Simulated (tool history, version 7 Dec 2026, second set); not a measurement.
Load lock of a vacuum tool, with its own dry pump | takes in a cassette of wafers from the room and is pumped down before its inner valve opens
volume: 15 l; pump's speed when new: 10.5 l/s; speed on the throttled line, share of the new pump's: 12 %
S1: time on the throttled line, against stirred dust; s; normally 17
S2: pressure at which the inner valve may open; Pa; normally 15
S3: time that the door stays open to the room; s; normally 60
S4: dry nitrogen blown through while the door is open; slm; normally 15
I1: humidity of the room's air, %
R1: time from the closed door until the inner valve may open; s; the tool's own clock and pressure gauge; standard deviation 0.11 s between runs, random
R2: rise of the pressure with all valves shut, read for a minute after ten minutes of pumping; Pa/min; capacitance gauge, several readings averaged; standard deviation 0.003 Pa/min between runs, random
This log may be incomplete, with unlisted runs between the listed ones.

{"run": 1, "hour": 0.0, "S1": 17, "S2": 15, "S3": 60, "S4": 15, "I1": 44.8, "R1": 27.7, "R2": 0.063}
{"run": 2, "hour": 416.4, "S1": 17, "S2": 15, "S3": 60, "S4": 12, "I1": 44.7, "R1": 27.6, "R2": 0.067}
{"run": 3, "hour": 669.3, "S1": 17, "S2": 15, "S3": 26, "S4": 15, "I1": 42.1, "R1": 27.4, "R2": 0.062}
{"run": 4, "hour": 1068.7, "S1": 17, "S2": 15, "S3": 26, "S4": 15, "I1": 45.2, "R1": 27.7, "R2": 0.068}
{"run": 5, "hour": 1529.4, "S1": 17, "S2": 15, "S3": 26, "S4": 15, "I1": 46.5, "R1": 27.8, "R2": 0.07}
{"run": 6, "hour": 2081.3, "S1": 17, "S2": 15, "S3": 26, "S4": 15, "I1": 45.2, "R1": 27.8, "R2": 0.073}
{"run": 7, "hour": 2456.3, "S1": 17, "S2": 15, "S3": 26, "S4": 14, "I1": 40.2, "R1": 28, "R2": 0.081}
{"run": 8, "hour": 2826.4, "S1": 17, "S2": 15, "S3": 26, "S4": 14, "I1": 44.1, "R1": 28, "R2": 0.091}
{"run": 9, "hour": 3200.7, "S1": 17, "S2": 15, "S3": 26, "S4": 14, "I1": 47.2, "R1": 27.9, "R2": 0.085}
{"run": 10, "hour": 3569.2, "S1": 17, "S2": 15, "S3": 60, "S4": 15, "I1": 46, "R1": 27.9, "R2": 0.101}
{"run": 11, "hour": 3832.0, "S1": 16, "S2": 15, "S3": 60, "S4": 15, "I1": 41.8, "R1": 27.2, "R2": 0.108}
{"run": 12, "hour": 4131.4, "S1": 17, "S2": 15, "S3": 60, "S4": 16, "I1": 45.9, "R1": 28, "R2": 0.111}
{"run": 13, "hour": 4397.3, "S1": 17, "S2": 15, "S3": 60, "S4": 15, "I1": 43.6, "R1": 28.1, "R2": 0.117}
{"run": 14, "hour": 4762.5, "S1": 17, "S2": 15, "S3": 60, "S4": 15, "I1": 46.1, "R1": 28.1, "R2": 0.121}
{"run": 15, "hour": 5228.0, "S1": 17, "S2": 28, "S3": 60, "S4": 15, "I1": 46.1, "R1": 27.2, "R2": 0.134}
{"run": 16, "hour": 5694.9, "S1": 17, "S2": 15, "S3": 236, "S4": 15, "I1": 43.6, "R1": 28.4, "R2": 0.158}
{"run": 17, "hour": 6209.2, "S1": 17, "S2": 23, "S3": 60, "S4": 15, "I1": 43.7, "R1": 27.5, "R2": 0.147}
{"run": 18, "hour": 6756.6, "S1": 17, "S2": 15, "S3": 60, "S4": 15, "I1": 41.7, "R1": 28.2, "R2": 0.161}
{"run": 19, "hour": 7249.6, "S1": 17, "S2": 15, "S3": 91, "S4": 15, "I1": 41.4, "R1": 28.5, "R2": 0.173}
{"run": 20, "hour": 7527.3, "S1": 13, "S2": 15, "S3": 90, "S4": 15, "I1": 44.3, "R1": 24.7, "R2": 0.183}
{"run": 21, "hour": 7788.0, "S1": 13, "S2": 15, "S3": 90, "S4": 15, "I1": 42.6, "R1": 24.8, "R2": 0.188}
{"run": 22, "hour": 8163.3, "S1": 12, "S2": 13, "S3": 71, "S4": 23, "I1": 45.8, "R1": 24.3, "R2": 0.188}
{"run": 23, "hour": 8468.4, "S1": 17, "S2": 15, "S3": 60, "S4": 15, "I1": 47.3, "R1": 28.3, "R2": 0.203}
{"run": 24, "hour": 8846.1, "S1": 24, "S2": 23, "S3": 31, "S4": 14, "I1": 43.9, "R1": 34, "R2": 0.202}
{"hour": 8926.4, "done": "door's seal changed, seat wiped"}
{"run": 25, "hour": 9397.7, "S1": 26, "S2": 25, "S3": 31, "S4": 35, "I1": 47.3, "R1": 35.4, "R2": 0.02}
{"run": 26, "hour": 9715.3, "S1": 9, "S2": 29, "S3": 33, "S4": 35, "I1": 47.5, "R1": 20.6, "R2": 0.022}
{"run": 27, "hour": 10094.5, "S1": 20, "S2": 15, "S3": 60, "S4": 15, "I1": 45.4, "R1": 31, "R2": 0.042}
{"run": 28, "hour": 10371.3, "S1": 24, "S2": 15, "S3": 57, "S4": 27, "I1": 44.5, "R1": 34.6, "R2": 0.038}
{"run": 29, "hour": 10954.5, "S1": 24, "S2": 15, "S3": 57, "S4": 37, "I1": 46.3, "R1": 34.8, "R2": 0.04}
{"run": 30, "hour": 11534.0, "S1": 18, "S2": 15, "S3": 41, "S4": 15, "I1": 43.8, "R1": 29.6, "R2": 0.054}
{"run": 31, "hour": 11919.5, "S1": 33, "S2": 15, "S3": 41, "S4": 16, "I1": 43.3, "R1": 42.6, "R2": 0.053}
{"run": 32, "hour": 12472.5, "S1": 33, "S2": 20, "S3": 157, "S4": 16, "I1": 45.8, "R1": 42.3, "R2": 0.073}
{"run": 33, "hour": 12727.3, "S1": 16, "S2": 20, "S3": 127, "S4": 16, "I1": 46.8, "R1": 27.6, "R2": 0.078}
{"hour": 13029.8, "done": "dry pump taken out, an overhauled one fitted"}
{"run": 34, "hour": 13048.8, "S1": 16, "S2": 20, "S3": 127, "S4": 16, "I1": 44.9, "R1": 26.4, "R2": 0.076}
{"run": 35, "hour": 13615.1, "S1": 16, "S2": 22, "S3": 127, "S4": 12, "I1": 46, "R1": 26, "R2": 0.084}

Run 36 comes next. What will it give?
{"run": 36, "hour": 13909.5, "S1": 16, "S2": 17, "S3": 127, "S4": 6, "I1": 45, "R1": "?", "R2": "?"}

Run 36 came out at R1 26.8 s, R2 0.102 Pa/min.
The same run, on a tool lacking any hidden state, would have yielded R1 26.7 s, R2 0.062 Pa/min.
